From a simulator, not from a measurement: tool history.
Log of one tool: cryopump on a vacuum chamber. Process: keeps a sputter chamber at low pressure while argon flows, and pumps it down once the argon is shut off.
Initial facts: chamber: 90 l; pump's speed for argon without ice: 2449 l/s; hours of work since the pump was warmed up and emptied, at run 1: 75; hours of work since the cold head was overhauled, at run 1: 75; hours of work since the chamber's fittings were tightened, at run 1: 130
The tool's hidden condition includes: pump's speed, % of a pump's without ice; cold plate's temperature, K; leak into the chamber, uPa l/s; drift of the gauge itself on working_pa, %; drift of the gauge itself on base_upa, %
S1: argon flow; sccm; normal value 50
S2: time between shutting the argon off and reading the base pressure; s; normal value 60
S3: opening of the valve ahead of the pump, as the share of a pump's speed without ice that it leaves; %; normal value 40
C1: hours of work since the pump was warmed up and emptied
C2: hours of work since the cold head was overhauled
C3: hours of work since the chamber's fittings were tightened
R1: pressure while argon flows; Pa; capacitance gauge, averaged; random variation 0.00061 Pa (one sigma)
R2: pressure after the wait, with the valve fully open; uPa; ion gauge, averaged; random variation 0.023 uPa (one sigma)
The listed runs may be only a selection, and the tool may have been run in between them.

run 1 day=0 | S1=50 S2=60 S3=40 | C1=75 C2=75 C3=130 | R1=0.0863 R2=0.84
run 2 day=0.312 | S1=50 S2=84 S3=40 | C1=81 C2=81 C3=136 | R1=0.088 R2=0.63
run 3 day=0.65 | S1=50 S2=60 S3=40 | C1=88 C2=88 C3=142 | R1=0.0878 R2=0.82
run 4 day=1.275 | S1=50 S2=60 S3=40 | C1=100 C2=100 C3=154 | R1=0.0887 R2=0.81
run 5 day=1.717 | S1=50 S2=60 S3=40 | C1=108 C2=108 C3=163 | R1=0.0879 R2=0.85
run 6 day=2.046 | S1=50 S2=60 S3=40 | C1=115 C2=115 C3=169 | R1=0.0882 R2=0.84
run 7 day=2.329 | S1=50 S2=60 S3=40 | C1=120 C2=120 C3=174 | R1=0.0871 R2=0.86
run 8 day=2.638 | S1=50 S2=60 S3=40 | C1=126 C2=126 C3=180 | R1=0.0892 R2=0.85
run 9 day=3.254 | S1=50 S2=60 S3=40 | C1=138 C2=138 C3=192 | R1=0.0882 R2=0.9
run 10 day=3.567 | S1=50 S2=60 S3=40 | C1=144 C2=144 C3=198 | R1=0.089 R2=0.84
run 11 day=4.104 | S1=50 S2=60 S3=40 | C1=154 C2=154 C3=208 | R1=0.0873 R2=0.93
run 12 day=4.571 | S1=32 S2=60 S3=40 | C1=163 C2=163 C3=217 | R1=0.0567 R2=0.92
run 13 day=5.188 | S1=32 S2=60 S3=40 | C1=175 C2=175 C3=229 | R1=0.0566 R2=0.89
run 14 day=5.883 | S1=32 S2=60 S3=44 | C1=188 C2=188 C3=242 | R1=0.0517 R2=0.94
run 15 day=6.417 | S1=50 S2=60 S3=40 | C1=198 C2=198 C3=253 | R1=0.0892 R2=0.96
run 16 day=7.025 | S1=50 S2=60 S3=40 | C1=210 C2=210 C3=264 | R1=0.0895 R2=0.98
run 17 day=7.562 | S1=50 S2=163 S3=40 | C1=220 C2=220 C3=275 | R1=0.0889 R2=0.54
run 18 day=8.246 | S1=55 S2=60 S3=40 | C1=233 C2=233 C3=288 | R1=0.0984 R2=0.94
run 19 day=8.838 | S1=81 S2=225 S3=43 | C1=245 C2=245 C3=299 | R1=0.1355 R2=0.55
run 20 day=9.408 | S1=32 S2=172 S3=43 | C1=255 C2=255 C3=310 | R1=0.0536 R2=0.62
run 21 day=9.796 | S1=73 S2=27 S3=20 | C1=263 C2=263 C3=317 | R1=0.2568 R2=1.73
run 22 day=10.375 | S1=50 S2=258 S3=40 | C1=274 C2=274 C3=328 | R1=0.0895 R2=0.58
run 23 day=10.675 | S1=73 S2=60 S3=40 | C1=280 C2=280 C3=334 | R1=0.133 R2=1.02
run 24 day=11.138 | S1=46 S2=231 S3=60 | C1=289 C2=289 C3=343 | R1=0.0577 R2=0.54
run 25 day=11.667 | S1=61 S2=60 S3=40 | C1=299 C2=299 C3=353 | R1=0.1114 R2=1.03
run 26 day=12.25 | S1=50 S2=52 S3=59 | C1=310 C2=310 C3=364 | R1=0.064 R2=1.06
run 27 day=12.542 | S1=50 S2=52 S3=59 | C1=316 C2=316 C3=370 | R1=0.064 R2=1.16
run 28 day=13.158 | S1=83 S2=60 S3=40 | C1=327 C2=327 C3=382 | R1=0.1498 R2=1.01
run 29 day=13.571 | S1=37 S2=60 S3=21 | C1=335 C2=335 C3=390 | R1=0.125 R2=1.04
run 30 day=13.95 | S1=37 S2=60 S3=21 | C1=342 C2=342 C3=397 | R1=0.1261 R2=1.11

The next listed run, before its measurement:
run 31 day=14.488 | S1=50 S2=30 S3=40 | C1=353 C2=353 C3=407 | R1=? R2=?

R1: 0.0922 Pa
R2: 1.57 uPa
Without the tool's hidden state the same run would have given R1 0.0864 Pa, R2 1.23 uPa.

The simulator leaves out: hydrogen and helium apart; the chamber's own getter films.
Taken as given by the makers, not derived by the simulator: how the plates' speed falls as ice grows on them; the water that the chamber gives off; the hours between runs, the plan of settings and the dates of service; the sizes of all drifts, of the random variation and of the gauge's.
